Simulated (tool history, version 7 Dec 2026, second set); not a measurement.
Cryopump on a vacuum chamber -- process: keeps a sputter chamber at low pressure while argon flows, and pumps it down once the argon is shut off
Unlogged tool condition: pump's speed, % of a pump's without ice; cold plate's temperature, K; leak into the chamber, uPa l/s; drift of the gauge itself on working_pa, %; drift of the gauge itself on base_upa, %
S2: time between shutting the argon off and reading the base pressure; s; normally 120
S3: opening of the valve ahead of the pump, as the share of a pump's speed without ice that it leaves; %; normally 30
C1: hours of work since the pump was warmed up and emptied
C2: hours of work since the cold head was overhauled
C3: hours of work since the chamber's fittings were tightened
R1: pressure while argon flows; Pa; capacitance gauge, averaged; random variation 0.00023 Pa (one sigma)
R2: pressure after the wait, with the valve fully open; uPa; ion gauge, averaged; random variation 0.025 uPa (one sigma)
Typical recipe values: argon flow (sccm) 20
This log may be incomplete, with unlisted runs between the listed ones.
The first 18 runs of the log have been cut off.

{"run": 19, "day": 38.925, "argon flow (sccm)": 11, "S2": 109, "S3": 45, "C1": 82, "C2": 1025, "C3": 634, "R1": 0.026, "R2": 1.16}
{"run": 20, "day": 41.858, "argon flow (sccm)": 20, "S2": 26, "S3": 52, "C1": 133, "C2": 1076, "C3": 685, "R1": 0.0416, "R2": 3.89}
{"run": 21, "day": 44.854, "argon flow (sccm)": 20, "S2": 120, "S3": 17, "C1": 185, "C2": 1128, "C3": 737, "R1": 0.1258, "R2": 1.08}
{"run": 22, "day": 47.375, "argon flow (sccm)": 15, "S2": 37, "S3": 30, "C1": 228, "C2": 1171, "C3": 781, "R1": 0.0537, "R2": 2.89}
{"run": 23, "day": 49.925, "argon flow (sccm)": 15, "S2": 37, "S3": 30, "C1": 273, "C2": 1216, "C3": 825, "R1": 0.0538, "R2": 2.8}
{"run": 24, "day": 51.308, "argon flow (sccm)": 15, "S2": 37, "S3": 30, "C1": 297, "C2": 1240, "C3": 849, "R1": 0.0544, "R2": 2.87}
{"run": 25, "day": 53.283, "argon flow (sccm)": 13, "S2": 184, "S3": 17, "C1": 331, "C2": 1274, "C3": 883, "R1": 0.0821, "R2": 0.85}
{"run": 26, "day": 55.167, "argon flow (sccm)": 9, "S2": 42, "S3": 32, "C1": 364, "C2": 1307, "C3": 916, "R1": 0.0304, "R2": 2.6}
{"run": 27, "day": 57.567, "argon flow (sccm)": 9, "S2": 42, "S3": 32, "C1": 405, "C2": 1348, "C3": 958, "R1": 0.0305, "R2": 2.6}
{"run": 28, "day": 59.471, "argon flow (sccm)": 9, "S2": 200, "S3": 32, "C1": 438, "C2": 1381, "C3": 991, "R1": 0.0307, "R2": 0.82}
{"run": 29, "day": 61.071, "argon flow (sccm)": 9, "S2": 200, "S3": 32, "C1": 466, "C2": 1409, "C3": 1018, "R1": 0.0308, "R2": 0.85}
{"run": 30, "day": 64.05, "argon flow (sccm)": 9, "S2": 200, "S3": 32, "C1": 518, "C2": 1461, "C3": 1070, "R1": 0.0305, "R2": 0.88}
{"run": 31, "day": 65.358, "argon flow (sccm)": 20, "S2": 256, "S3": 26, "C1": 540, "C2": 1484, "C3": 1093, "R1": 0.0843, "R2": 0.76}
{"run": 32, "day": 66.779, "argon flow (sccm)": 20, "S2": 256, "S3": 26, "C1": 565, "C2": 1508, "C3": 1117, "R1": 0.0846, "R2": 0.78}
{"run": 33, "day": 68.15, "argon flow (sccm)": 15, "S2": 84, "S3": 26, "C1": 589, "C2": 1532, "C3": 1141, "R1": 0.0631, "R2": 1.5}

Forecast each of these 4 alternatives for the next run:
{"run": "A", "day": 69.988, "argon flow (sccm)": 22, "S2": 21, "S3": 18, "C1": 621, "C2": 1564, "C3": 1173, "R1": "?", "R2": "?"}
{"run": "B", "day": 69.988, "argon flow (sccm)": 18, "S2": 233, "S3": 49, "C1": 621, "C2": 1564, "C3": 1173, "R1": "?", "R2": "?"}
{"run": "C", "day": 69.988, "argon flow (sccm)": 14, "S2": 173, "S3": 22, "C1": 621, "C2": 1564, "C3": 1173, "R1": "?", "R2": "?"}
{"run": "D", "day": 69.988, "argon flow (sccm)": 25, "S2": 34, "S3": 25, "C1": 621, "C2": 1564, "C3": 1173, "R1": "?", "R2": "?"}

run=A R1=0.1326 R2=4.61
run=B R1=0.0416 R2=0.80
run=C R1=0.0693 R2=0.90
run=D R1=0.1096 R2=3.11
Without the tool's unlogged condition, the same runs would have read:
run=A R1=0.1293 R2=4.39
run=B R1=0.0390 R2=0.57
run=C R1=0.0673 R2=0.68
run=D R1=0.1060 R2=2.88

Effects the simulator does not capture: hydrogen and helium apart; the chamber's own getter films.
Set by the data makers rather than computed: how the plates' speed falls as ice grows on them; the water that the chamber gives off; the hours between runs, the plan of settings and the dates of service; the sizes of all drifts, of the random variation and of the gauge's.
